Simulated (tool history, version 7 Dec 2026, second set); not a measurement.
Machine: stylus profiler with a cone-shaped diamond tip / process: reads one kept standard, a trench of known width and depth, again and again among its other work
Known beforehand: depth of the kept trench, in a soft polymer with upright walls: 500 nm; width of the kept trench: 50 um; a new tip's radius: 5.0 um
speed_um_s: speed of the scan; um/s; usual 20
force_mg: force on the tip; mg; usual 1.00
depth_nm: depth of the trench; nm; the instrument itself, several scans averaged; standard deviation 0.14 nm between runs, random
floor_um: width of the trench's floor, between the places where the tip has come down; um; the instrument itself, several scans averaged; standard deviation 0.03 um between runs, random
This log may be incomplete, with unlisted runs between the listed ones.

{"run": 1, "hour": 0.0, "speed_um_s": 20, "force_mg": 1.0, "depth_nm": 503.74, "floor_um": 45.42}
{"run": 2, "hour": 53.6, "speed_um_s": 6, "force_mg": 1.0, "depth_nm": 503.98, "floor_um": 45.45}
{"run": 3, "hour": 117.5, "speed_um_s": 6, "force_mg": 1.0, "depth_nm": 503.75, "floor_um": 45.44}
{"run": 4, "hour": 175.4, "speed_um_s": 6, "force_mg": 1.0, "depth_nm": 504.08, "floor_um": 45.41}
{"run": 5, "hour": 223.4, "speed_um_s": 20, "force_mg": 1.0, "depth_nm": 504.01, "floor_um": 45.27}
{"run": 6, "hour": 262.2, "speed_um_s": 20, "force_mg": 0.45, "depth_nm": 502.55, "floor_um": 45.18}
{"run": 7, "hour": 315.1, "speed_um_s": 20, "force_mg": 0.45, "depth_nm": 502.61, "floor_um": 45.14}
{"run": 8, "hour": 369.2, "speed_um_s": 20, "force_mg": 0.45, "depth_nm": 502.78, "floor_um": 45.11}
{"run": 9, "hour": 438.3, "speed_um_s": 20, "force_mg": 0.5, "depth_nm": 502.68, "floor_um": 45.1}
{"run": 10, "hour": 503.1, "speed_um_s": 20, "force_mg": 0.5, "depth_nm": 503.01, "floor_um": 45.04}
{"run": 11, "hour": 556.1, "speed_um_s": 11, "force_mg": 0.53, "depth_nm": 502.68, "floor_um": 45.09}
{"run": 12, "hour": 615.6, "speed_um_s": 11, "force_mg": 0.53, "depth_nm": 503.1, "floor_um": 45.02}
{"run": 13, "hour": 698.6, "speed_um_s": 9, "force_mg": 1.0, "depth_nm": 504.29, "floor_um": 44.95}
{"run": 14, "hour": 740.8, "speed_um_s": 31, "force_mg": 1.59, "depth_nm": 505.75, "floor_um": 44.83}
{"run": 15, "hour": 782.0, "speed_um_s": 7, "force_mg": 1.14, "depth_nm": 504.43, "floor_um": 45.0}
{"run": 16, "hour": 831.8, "speed_um_s": 7, "force_mg": 1.14, "depth_nm": 504.78, "floor_um": 44.94}
{"run": 17, "hour": 908.3, "speed_um_s": 7, "force_mg": 1.14, "depth_nm": 504.67, "floor_um": 44.89}
{"run": 18, "hour": 966.1, "speed_um_s": 10, "force_mg": 0.74, "depth_nm": 503.84, "floor_um": 44.79}
{"run": 19, "hour": 1047.0, "speed_um_s": 10, "force_mg": 0.74, "depth_nm": 503.89, "floor_um": 44.75}

Difference, measured minus no-hidden-state, one row per run. Run-to-run variation is common to both terms; the gauge's own scatter need not be:
What the log doesn't record here: radius of the tip, um; height scale over the true one, %; drift of the gauge itself on depth_nm, %; drift of the gauge itself on floor_um, %.
run=1 depth_nm=+0.33 floor_um=-0.11
run=2 depth_nm=+0.37 floor_um=-0.14
run=3 depth_nm=+0.43 floor_um=-0.19
run=4 depth_nm=+0.48 floor_um=-0.24
run=5 depth_nm=+0.52 floor_um=-0.26
run=6 depth_nm=+0.55 floor_um=-0.29
run=7 depth_nm=+0.60 floor_um=-0.33
run=8 depth_nm=+0.64 floor_um=-0.37
run=9 depth_nm=+0.70 floor_um=-0.42
run=10 depth_nm=+0.75 floor_um=-0.47
run=11 depth_nm=+0.79 floor_um=-0.50
run=12 depth_nm=+0.85 floor_um=-0.54
run=13 depth_nm=+0.91 floor_um=-0.60
run=14 depth_nm=+0.95 floor_um=-0.63
run=15 depth_nm=+0.98 floor_um=-0.65
run=16 depth_nm=+1.02 floor_um=-0.68
run=17 depth_nm=+1.09 floor_um=-0.74
run=18 depth_nm=+1.13 floor_um=-0.77
run=19 depth_nm=+1.21 floor_um=-0.82

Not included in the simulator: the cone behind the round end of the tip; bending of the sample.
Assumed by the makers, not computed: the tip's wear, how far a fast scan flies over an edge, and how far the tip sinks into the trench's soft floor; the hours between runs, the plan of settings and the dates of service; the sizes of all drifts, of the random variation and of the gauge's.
